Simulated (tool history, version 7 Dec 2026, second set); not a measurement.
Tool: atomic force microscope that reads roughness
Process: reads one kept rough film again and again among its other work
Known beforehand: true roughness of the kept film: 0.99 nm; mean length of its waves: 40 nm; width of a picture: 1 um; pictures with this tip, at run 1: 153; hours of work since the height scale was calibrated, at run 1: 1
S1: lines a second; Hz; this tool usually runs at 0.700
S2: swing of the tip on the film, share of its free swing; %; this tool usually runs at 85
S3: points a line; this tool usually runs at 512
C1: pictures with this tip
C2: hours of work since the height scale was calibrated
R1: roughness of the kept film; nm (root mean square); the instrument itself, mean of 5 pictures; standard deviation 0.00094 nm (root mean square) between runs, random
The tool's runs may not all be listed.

run 1 hour=0.0 | S1=0.700 S2=85 S3=512 | C1=153 C2=1 | R1=0.9302
run 2 hour=12.5 | S1=0.700 S2=85 S3=512 | C1=171 C2=7 | R1=0.9305
run 3 hour=21.6 | S1=0.700 S2=85 S3=512 | C1=185 C2=11 | R1=0.9276
-- hour=28.5 new tip fitted
run 4 hour=37.1 | S1=1.083 S2=85 S3=512 | C1=13 C2=19 | R1=0.9205
run 5 hour=48.7 | S1=1.083 S2=85 S3=512 | C1=30 C2=24 | R1=0.9203
run 6 hour=58.2 | S1=1.083 S2=85 S3=512 | C1=44 C2=29 | R1=0.9177
run 7 hour=69.0 | S1=1.083 S2=85 S3=512 | C1=60 C2=34 | R1=0.9186
run 8 hour=75.4 | S1=0.700 S2=85 S3=307 | C1=70 C2=37 | R1=0.9298
run 9 hour=83.5 | S1=0.700 S2=85 S3=350 | C1=82 C2=41 | R1=0.9326
run 10 hour=97.3 | S1=2.040 S2=85 S3=350 | C1=103 C2=47 | R1=0.8709
-- hour=99.4 height scale calibrated on a step standard
run 11 hour=109.4 | S1=2.040 S2=85 S3=350 | C1=120 C2=5 | R1=0.8703
run 12 hour=122.0 | S1=2.040 S2=85 S3=350 | C1=138 C2=11 | R1=0.8696
run 13 hour=132.2 | S1=0.700 S2=68 S3=512 | C1=154 C2=16 | R1=0.9503
run 14 hour=141.2 | S1=0.700 S2=68 S3=512 | C1=167 C2=20 | R1=0.9479
-- hour=144.1 height scale calibrated on a step standard, once more
run 15 hour=157.2 | S1=0.700 S2=68 S3=512 | C1=190 C2=6 | R1=0.9484
-- hour=160.8 new tip fitted
run 16 hour=167.8 | S1=0.700 S2=68 S3=512 | C1=11 C2=11 | R1=0.9597
run 17 hour=175.3 | S1=2.730 S2=90 S3=512 | C1=22 C2=15 | R1=0.8244
run 18 hour=189.4 | S1=2.730 S2=90 S3=512 | C1=43 C2=21 | R1=0.8218
run 19 hour=203.6 | S1=3.220 S2=90 S3=695 | C1=65 C2=28 | R1=0.8018
run 20 hour=210.3 | S1=0.798 S2=67 S3=310 | C1=75 C2=31 | R1=0.9513
run 21 hour=219.6 | S1=0.798 S2=67 S3=310 | C1=89 C2=36 | R1=0.9506
run 22 hour=226.8 | S1=0.748 S2=78 S3=512 | C1=100 C2=39 | R1=0.9443
run 23 hour=238.6 | S1=0.748 S2=78 S3=512 | C1=117 C2=45 | R1=0.9422
run 24 hour=244.9 | S1=0.700 S2=81 S3=652 | C1=127 C2=48 | R1=0.9401
run 25 hour=250.9 | S1=1.456 S2=55 S3=343 | C1=136 C2=51 | R1=0.9522
run 26 hour=258.6 | S1=1.456 S2=55 S3=343 | C1=147 C2=55 | R1=0.9520
run 27 hour=272.3 | S1=1.823 S2=63 S3=512 | C1=168 C2=61 | R1=0.9401
run 28 hour=283.8 | S1=1.823 S2=63 S3=512 | C1=185 C2=67 | R1=0.9386
-- hour=290.7 new tip fitted
run 29 hour=292.1 | S1=0.700 S2=76 S3=512 | C1=2 C2=70 | R1=0.9532

Consider 3 possible next runs. They are alternatives, not a sequence: every one starts from the tool as it was left by run 29. What does each give?
run A hour=299.1 | S1=0.507 S2=74 S3=512 | C1=12 C2=74 | R1=?
run B hour=299.1 | S1=1.845 S2=76 S3=535 | C1=12 C2=74 | R1=?
run C hour=299.1 | S1=1.704 S2=70 S3=262 | C1=12 C2=74 | R1=?

run=A R1=0.9608
run=B R1=0.9174
run=C R1=0.9304
With no hidden state in the tool, these same runs would have given:
run=A R1=0.9616
run=B R1=0.9180
run=C R1=0.9311
